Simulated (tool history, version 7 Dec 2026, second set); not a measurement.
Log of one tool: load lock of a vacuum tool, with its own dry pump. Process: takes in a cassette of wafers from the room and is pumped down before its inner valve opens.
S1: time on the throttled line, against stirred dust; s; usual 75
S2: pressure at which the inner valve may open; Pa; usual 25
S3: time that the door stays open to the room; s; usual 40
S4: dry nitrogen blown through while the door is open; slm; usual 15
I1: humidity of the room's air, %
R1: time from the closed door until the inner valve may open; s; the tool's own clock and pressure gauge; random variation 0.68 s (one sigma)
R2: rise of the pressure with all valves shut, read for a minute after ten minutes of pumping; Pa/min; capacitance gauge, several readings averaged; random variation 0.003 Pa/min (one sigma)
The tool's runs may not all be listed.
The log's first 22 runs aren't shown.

| run | hour | S1 | S2 | S3 | S4 | I1 | R1 | R2 |
|---|---|---|---|---|---|---|---|---|
| 23 | 5591 | 65 | 25 | 30 | 8 | 43.6 | 103.5 | 0.038 |
| 24 | 5919.7 | 65 | 25 | 30 | 8 | 45.7 | 103.7 | 0.05 |
| 25 | 6091.8 | 65 | 25 | 51 | 12 | 46.3 | 104.9 | 0.047 |
| 26 | 6298.7 | 82 | 46 | 80 | 15 | 46.6 | 114.9 | 0.061 |
| 27 | 6496.4 | 82 | 24 | 80 | 15 | 43.2 | 119.5 | 0.053 |
| 28 | 6839.6 | 97 | 46 | 31 | 15 | 46.1 | 129.7 | 0.037 |
| 29 | 7172.8 | 97 | 46 | 31 | 15 | 44 | 129.9 | 0.039 |
| 30 | 7501.6 | 139 | 25 | 40 | 8 | 48.5 | 170.8 | 0.05 |

Forecast run 31:
| 31 | 7775.8 | 75 | 34 | 114 | 15 | 46.7 | ? | ? |

Run 31 gave R1 111.8 s, R2 0.063 Pa/min.
Without the tool's hidden state the same run would have given R1 111.8 s, R2 0.062 Pa/min.

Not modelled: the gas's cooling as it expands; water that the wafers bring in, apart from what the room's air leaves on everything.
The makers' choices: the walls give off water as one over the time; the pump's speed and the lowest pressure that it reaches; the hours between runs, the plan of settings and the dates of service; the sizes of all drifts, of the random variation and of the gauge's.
